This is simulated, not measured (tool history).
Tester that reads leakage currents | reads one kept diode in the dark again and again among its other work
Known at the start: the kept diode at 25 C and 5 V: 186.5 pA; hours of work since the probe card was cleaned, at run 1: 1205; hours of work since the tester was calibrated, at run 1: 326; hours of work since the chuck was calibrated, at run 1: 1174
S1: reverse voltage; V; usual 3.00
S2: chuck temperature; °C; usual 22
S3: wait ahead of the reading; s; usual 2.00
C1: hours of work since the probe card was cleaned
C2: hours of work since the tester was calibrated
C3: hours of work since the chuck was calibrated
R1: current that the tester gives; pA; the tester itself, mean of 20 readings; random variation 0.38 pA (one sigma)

Run 1, hour 0.0: usual settings; C1 1205; C2 326; C3 1174. Result: R1 128.68 pA.
Run 2, hour 13.2: usual settings; C1 1211; C2 332; C3 1180. Result: R1 128.85 pA.
Run 3, hour 40.2: usual settings; C1 1223; C2 344; C3 1192. Result: R1 128.83 pA.
Run 4, hour 63.1: usual settings but S1 4.63 V; C1 1234; C2 355; C3 1203. Result: R1 153.38 pA.
Run 5, hour 77.5: usual settings but S3 2.51 s; C1 1240; C2 361; C3 1209. Result: R1 128.28 pA.
Run 6, hour 107.1: usual settings but S3 2.51 s; C1 1254; C2 375; C3 1223. Result: R1 128.99 pA.
Run 7, hour 126.0: usual settings but S3 2.51 s; C1 1262; C2 384; C3 1232. Result: R1 129.73 pA.
Run 8, hour 147.2: usual settings but S1 5.22 V; C1 1272; C2 393; C3 1241. Result: R1 160.52 pA.
Run 9, hour 160.7: usual settings but S2 49 °C; C1 1278; C2 400; C3 1247. Result: R1 778.07 pA.
At hour 164.4: chuck's temperature calibrated.
Run 10, hour 182.6: usual settings but S2 49 °C, S3 0.88 s; C1 1287; C2 409; C3 8. Result: R1 791.97 pA.
Run 11, hour 203.0: usual settings but S2 49 °C, S3 0.42 s; C1 1297; C2 418; C3 18. Result: R1 791.43 pA.
Run 12, hour 228.4: usual settings but S2 49 °C, S3 0.42 s; C1 1308; C2 430; C3 29. Result: R1 794.56 pA.
At hour 254.8: chuck's temperature calibrated, once more.
Run 13, hour 258.9: usual settings but S2 49 °C, S3 0.42 s; C1 1321; C2 443; C3 2. Result: R1 770.29 pA.
Run 14, hour 282.8: usual settings but S1 1.29 V, S2 33 °C; C1 1332; C2 454; C3 13. Result: R1 198.13 pA.
Run 15, hour 312.1: usual settings but S1 6.79 V, S2 55 °C, S3 2.59 s; C1 1346; C2 467; C3 26. Result: R1 1498.96 pA.
Run 16, hour 333.9: usual settings but S1 5.35 V, S2 54 °C, S3 6.32 s; C1 1356; C2 477; C3 36. Result: R1 1294.80 pA.

3 ways to go on from here, each from the tool as it stands after run 16. What would each give?
Run A, hour 360.3: usual settings but S1 10.88 V, S2 47 °C, S3 8.15 s; C1 1368; C2 489; C3 48. Result: R1 ?.
Run B, hour 360.3: usual settings but S1 2.55 V, S2 42 °C, S3 8.32 s; C1 1368; C2 489; C3 48. Result: R1 ?.
Run C, hour 360.3: usual settings but S1 1.28 V, S2 43 °C, S3 3.12 s; C1 1368; C2 489; C3 48. Result: R1 ?.

run       R1
  A  1107.40
  B   464.49
  C   381.55
Without the tool's hidden state the same runs would have given:
run       R1
  A  1092.88
  B   459.73
  C   378.21
